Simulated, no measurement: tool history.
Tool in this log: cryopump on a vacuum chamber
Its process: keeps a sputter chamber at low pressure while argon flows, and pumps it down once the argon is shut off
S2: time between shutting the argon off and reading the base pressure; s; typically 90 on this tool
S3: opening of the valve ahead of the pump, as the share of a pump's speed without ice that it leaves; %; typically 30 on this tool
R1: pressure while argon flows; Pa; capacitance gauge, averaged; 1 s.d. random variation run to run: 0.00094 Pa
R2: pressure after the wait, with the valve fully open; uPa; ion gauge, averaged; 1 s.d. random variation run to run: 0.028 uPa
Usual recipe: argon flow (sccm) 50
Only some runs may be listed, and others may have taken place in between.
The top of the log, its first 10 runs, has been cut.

{"run": 11, "hour": 166.2, "argon flow (sccm)": 50, "S2": 90, "S3": 30, "R1": 0.2028, "R2": 2.98}
{"run": 12, "hour": 179.5, "argon flow (sccm)": 20, "S2": 90, "S3": 30, "R1": 0.0802, "R2": 2.97}
{"run": 13, "hour": 198.2, "argon flow (sccm)": 50, "S2": 90, "S3": 23, "R1": 0.2631, "R2": 2.94}
{"run": 14, "hour": 209.1, "argon flow (sccm)": 50, "S2": 90, "S3": 23, "R1": 0.2625, "R2": 3.0}
{"run": 15, "hour": 223.4, "argon flow (sccm)": 50, "S2": 90, "S3": 23, "R1": 0.2613, "R2": 3.09}
{"run": 16, "hour": 242.5, "argon flow (sccm)": 50, "S2": 90, "S3": 23, "R1": 0.2628, "R2": 3.02}
{"run": 17, "hour": 256.7, "argon flow (sccm)": 50, "S2": 90, "S3": 23, "R1": 0.2621, "R2": 3.09}
{"run": 18, "hour": 282.0, "argon flow (sccm)": 33, "S2": 90, "S3": 17, "R1": 0.2347, "R2": 3.13}
{"run": 19, "hour": 296.3, "argon flow (sccm)": 50, "S2": 144, "S3": 30, "R1": 0.2024, "R2": 2.79}
{"run": 20, "hour": 307.0, "argon flow (sccm)": 26, "S2": 138, "S3": 16, "R1": 0.1944, "R2": 2.82}
{"run": 21, "hour": 320.0, "argon flow (sccm)": 26, "S2": 138, "S3": 16, "R1": 0.1942, "R2": 2.86}
{"run": 22, "hour": 335.2, "argon flow (sccm)": 26, "S2": 138, "S3": 16, "R1": 0.1959, "R2": 2.85}
{"run": 23, "hour": 359.4, "argon flow (sccm)": 26, "S2": 138, "S3": 16, "R1": 0.1951, "R2": 2.86}
{"run": 24, "hour": 371.0, "argon flow (sccm)": 23, "S2": 25, "S3": 35, "R1": 0.0817, "R2": 6.02}
{"run": 25, "hour": 385.9, "argon flow (sccm)": 50, "S2": 21, "S3": 31, "R1": 0.1974, "R2": 6.67}
{"run": 26, "hour": 398.3, "argon flow (sccm)": 24, "S2": 90, "S3": 37, "R1": 0.0783, "R2": 3.27}
{"run": 27, "hour": 409.0, "argon flow (sccm)": 50, "S2": 52, "S3": 16, "R1": 0.3754, "R2": 4.0}
{"run": 28, "hour": 428.5, "argon flow (sccm)": 50, "S2": 52, "S3": 16, "R1": 0.3759, "R2": 4.07}
{"run": 29, "hour": 447.8, "argon flow (sccm)": 80, "S2": 207, "S3": 28, "R1": 0.347, "R2": 2.8}
{"run": 30, "hour": 463.4, "argon flow (sccm)": 22, "S2": 21, "S3": 59, "R1": 0.0464, "R2": 6.8}
{"run": 31, "hour": 484.9, "argon flow (sccm)": 50, "S2": 276, "S3": 48, "R1": 0.1285, "R2": 2.67}
{"run": 32, "hour": 507.2, "argon flow (sccm)": 78, "S2": 267, "S3": 51, "R1": 0.1911, "R2": 2.69}
{"run": 33, "hour": 518.2, "argon flow (sccm)": 78, "S2": 24, "S3": 32, "R1": 0.3004, "R2": 6.49}

Each row is a separate what-if for the run after 33, all from the same tool condition, not one after another. Results?
{"run": "A", "hour": 540.1, "argon flow (sccm)": 78, "S2": 24, "S3": 15, "R1": "?", "R2": "?"}
{"run": "B", "hour": 540.1, "argon flow (sccm)": 78, "S2": 24, "S3": 20, "R1": "?", "R2": "?"}
{"run": "C", "hour": 540.1, "argon flow (sccm)": 78, "S2": 24, "S3": 20, "R1": "?", "R2": "?"}

run=A R1=0.6308 R2=6.36
run=B R1=0.4771 R2=6.20
run=C R1=0.4770 R2=6.46
Stripped of hidden state, with their random variation kept, the same runs would have yielded:
run=A R1=0.6216 R2=4.18
run=B R1=0.4678 R2=4.07
run=C R1=0.4677 R2=4.25

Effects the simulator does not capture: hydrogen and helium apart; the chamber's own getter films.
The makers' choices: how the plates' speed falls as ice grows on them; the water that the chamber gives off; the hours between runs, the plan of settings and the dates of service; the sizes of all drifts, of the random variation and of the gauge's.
